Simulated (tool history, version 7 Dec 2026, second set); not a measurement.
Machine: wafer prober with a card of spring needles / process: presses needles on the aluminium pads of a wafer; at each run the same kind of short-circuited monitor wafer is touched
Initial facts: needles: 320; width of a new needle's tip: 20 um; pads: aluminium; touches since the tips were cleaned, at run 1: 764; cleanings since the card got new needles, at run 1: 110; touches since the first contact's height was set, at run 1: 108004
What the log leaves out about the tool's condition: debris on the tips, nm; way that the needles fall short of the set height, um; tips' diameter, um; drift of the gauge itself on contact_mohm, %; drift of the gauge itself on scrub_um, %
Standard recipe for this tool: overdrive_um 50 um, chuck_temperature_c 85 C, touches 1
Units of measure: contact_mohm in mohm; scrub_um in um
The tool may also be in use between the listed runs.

run,hour,overdrive_um,chuck_temperature_c,touches,touches since the tips were cleaned,cleanings since the card got new needles,touches since the first contact's height was set,contact_mohm,scrub_um
1,0,50,85,1,764,110,108004,267,11.04
# hour 17.4: tips cleaned on abrasive film
# hour 35.9: tips cleaned on abrasive film
2,35.9,50,52,1,0,112,126139,247,10.89
# hour 54.9: tips cleaned on abrasive film
# hour 75.4: tips cleaned on abrasive film
# hour 95.9: tips cleaned on abrasive film
3,97.4,50,85,1,765,115,157159,276,10.78
# hour 117.3: tips cleaned on abrasive film
# hour 126.2: height of the first contact set anew
# hour 137.9: tips cleaned on abrasive film
# hour 158: tips cleaned on abrasive film
4,166.2,50,85,1,4133,118,20195,313,11.19
# hour 178.5: tips cleaned on abrasive film
# hour 196.5: tips cleaned on abrasive film
# hour 218.1: tips cleaned on abrasive film
5,233.4,50,85,1,7740,121,54133,328,10.98
# hour 237.8: tips cleaned on abrasive film
# hour 256.7: tips cleaned on abrasive film
# hour 278: tips cleaned on abrasive film
# hour 295.3: tips cleaned on abrasive film
6,296.7,50,85,1,711,125,86093,269,11.06
# hour 312.8: tips cleaned on abrasive film
# hour 333: tips cleaned on abrasive film
# hour 351.3: tips cleaned on abrasive film
7,351.3,50,85,1,0,128,113612,258,10.9
# hour 371: tips cleaned on abrasive film
# hour 389.4: tips cleaned on abrasive film
8,395.8,50,45,2,3244,130,136125,281,10.91
# hour 399.4: tips cleaned on abrasive film, once more
# hour 421.1: tips cleaned on abrasive film
# hour 441.1: tips cleaned on abrasive film
9,448.6,50,45,2,3818,133,162735,280,10.81
# hour 461.6: tips cleaned on abrasive film
# hour 466.2: height of the first contact set anew
# hour 482.6: tips cleaned on abrasive film
10,491.4,50,47,1,4486,135,12734,306,11.17
# hour 502.6: tips cleaned on abrasive film
# hour 521.8: tips cleaned on abrasive film
# hour 543.1: tips cleaned on abrasive film
11,551,50,47,1,4003,138,42817,314,11.08
# hour 563.9: tips cleaned on abrasive film
# hour 584.5: tips cleaned on abrasive film
# hour 604.3: tips cleaned on abrasive film
# hour 623.1: tips cleaned on abrasive film
12,623.1,47,53,1,0,142,79178,249,10.32
# hour 641.8: tips cleaned on abrasive film
# hour 661.9: tips cleaned on abrasive film
13,676.1,41,85,1,7223,144,106019,378,8.94

Forecast each of these 5 alternatives for the next run:
# hour 680.6: tips cleaned on abrasive film
# hour 701.7: tips cleaned on abrasive film
# hour 721.9: tips cleaned on abrasive film
A,736.3,48,71,1,7290,147,136371,?,?
# hour 680.6: tips cleaned on abrasive film
# hour 701.7: tips cleaned on abrasive film
# hour 721.9: tips cleaned on abrasive film
B,736.3,66,50,1,7290,147,136371,?,?
# hour 680.6: tips cleaned on abrasive film
# hour 701.7: tips cleaned on abrasive film
# hour 721.9: tips cleaned on abrasive film
C,736.3,51,47,2,7290,147,136371,?,?
# hour 680.6: tips cleaned on abrasive film
# hour 701.7: tips cleaned on abrasive film
# hour 721.9: tips cleaned on abrasive film
D,736.3,41,85,3,7290,147,136371,?,?
# hour 680.6: tips cleaned on abrasive film
# hour 701.7: tips cleaned on abrasive film
# hour 721.9: tips cleaned on abrasive film
E,736.3,50,28,2,7290,147,136371,?,?

run,contact_mohm,scrub_um
A,341,10.51
B,281,14.53
C,294,11.18
D,310,8.89
E,283,10.9
Without the tool's hidden state the same runs would have given:
run,contact_mohm,scrub_um
A,238,10.78
B,223,14.79
C,233,11.44
D,251,9.15
E,220,11.16
